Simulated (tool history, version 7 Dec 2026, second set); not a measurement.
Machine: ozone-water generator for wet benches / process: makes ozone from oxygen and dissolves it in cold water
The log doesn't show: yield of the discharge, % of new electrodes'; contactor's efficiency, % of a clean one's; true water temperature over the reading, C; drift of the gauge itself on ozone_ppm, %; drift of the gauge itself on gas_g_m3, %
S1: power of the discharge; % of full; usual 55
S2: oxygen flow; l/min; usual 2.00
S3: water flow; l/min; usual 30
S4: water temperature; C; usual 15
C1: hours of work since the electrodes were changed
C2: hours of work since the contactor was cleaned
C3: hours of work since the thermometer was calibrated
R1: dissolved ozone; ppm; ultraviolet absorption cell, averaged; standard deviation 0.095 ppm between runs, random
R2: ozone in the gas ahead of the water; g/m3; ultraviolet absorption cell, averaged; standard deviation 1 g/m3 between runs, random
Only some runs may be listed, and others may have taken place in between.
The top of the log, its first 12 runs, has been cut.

run 13 hour=1196.2 | S1=59 S2=2.00 S3=30 S4=15 | C1=412 C2=800 C3=2441 | R1=8.46 R2=188.0
run 14 hour=1319.3 | S1=59 S2=2.00 S3=30 S4=15 | C1=530 C2=918 C3=2559 | R1=8.55 R2=186.4
run 15 hour=1403.9 | S1=59 S2=2.00 S3=30 S4=15 | C1=611 C2=999 C3=2640 | R1=8.38 R2=188.7
run 16 hour=1534.0 | S1=59 S2=2.00 S3=30 S4=15 | C1=735 C2=1124 C3=2764 | R1=8.44 R2=188.9
run 17 hour=1671.0 | S1=91 S2=2.00 S3=30 S4=15 | C1=867 C2=1255 C3=2896 | R1=11.76 R2=254.7
run 18 hour=1740.8 | S1=55 S2=1.22 S3=20 S4=21 | C1=934 C2=1322 C3=2963 | R1=10.80 R2=240.4
-- hour=1749.3 gauge calibrated
run 19 hour=1877.0 | S1=55 S2=1.22 S3=20 S4=21 | C1=1064 C2=1453 C3=3093 | R1=10.48 R2=236.2
run 20 hour=2014.8 | S1=55 S2=1.22 S3=20 S4=21 | C1=1196 C2=1585 C3=3225 | R1=10.51 R2=232.7
run 21 hour=2122.3 | S1=69 S2=2.18 S3=30 S4=15 | C1=1299 C2=1688 C3=3328 | R1=9.65 R2=194.0
run 22 hour=2193.4 | S1=56 S2=1.96 S3=21 S4=9 | C1=1367 C2=1756 C3=3396 | R1=12.26 R2=179.7
run 23 hour=2276.4 | S1=55 S2=1.19 S3=19 S4=15 | C1=1447 C2=1835 C3=3476 | R1=11.36 R2=239.8
run 24 hour=2407.2 | S1=50 S2=1.71 S3=34 S4=7 | C1=1572 C2=1961 C3=3601 | R1=6.41 R2=180.6
run 25 hour=2528.0 | S1=50 S2=1.71 S3=34 S4=9 | C1=1688 C2=2077 C3=3717 | R1=6.50 R2=181.2
run 26 hour=2588.4 | S1=50 S2=1.71 S3=34 S4=9 | C1=1746 C2=2134 C3=3775 | R1=6.51 R2=180.0
run 27 hour=2719.5 | S1=50 S2=1.71 S3=35 S4=18 | C1=1872 C2=2260 C3=3901 | R1=6.04 R2=181.1
run 28 hour=2812.6 | S1=50 S2=1.71 S3=35 S4=18 | C1=1961 C2=2349 C3=3990 | R1=6.05 R2=182.6
run 29 hour=2910.1 | S1=50 S2=1.71 S3=35 S4=18 | C1=2054 C2=2443 C3=4083 | R1=6.06 R2=183.8
run 30 hour=3053.8 | S1=84 S2=2.00 S3=30 S4=15 | C1=2192 C2=2581 C3=4221 | R1=10.88 R2=237.6
run 31 hour=3148.8 | S1=84 S2=2.00 S3=30 S4=15 | C1=2283 C2=2672 C3=4312 | R1=10.99 R2=242.3
run 32 hour=3230.6 | S1=84 S2=2.00 S3=30 S4=15 | C1=2362 C2=2750 C3=4391 | R1=10.99 R2=238.6
run 33 hour=3346.2 | S1=97 S2=1.04 S3=30 S4=15 | C1=2472 C2=2861 C3=4501 | R1=9.97 R2=392.2

Predict each of these 4 candidate next runs independently; none follows another, all start after run 33:
run A hour=3478.7 | S1=97 S2=1.37 S3=42 S4=10 | C1=2599 C2=2988 C3=4628 | R1=? R2=?
run B hour=3478.7 | S1=56 S2=2.45 S3=30 S4=15 | C1=2599 C2=2988 C3=4628 | R1=? R2=?
run C hour=3478.7 | S1=78 S2=2.91 S3=30 S4=21 | C1=2599 C2=2988 C3=4628 | R1=? R2=?
run D hour=3478.7 | S1=97 S2=1.04 S3=29 S4=15 | C1=2599 C2=2988 C3=4628 | R1=? R2=?

run=A R1=7.57 R2=334.2
run=B R1=8.67 R2=161.5
run=C R1=10.66 R2=183.0
run=D R1=10.45 R2=394.2
Without the tool's unlogged condition, the same runs would have read:
run=A R1=7.59 R2=325.3
run=B R1=8.69 R2=157.1
run=C R1=10.69 R2=178.1
run=D R1=10.48 R2=383.7
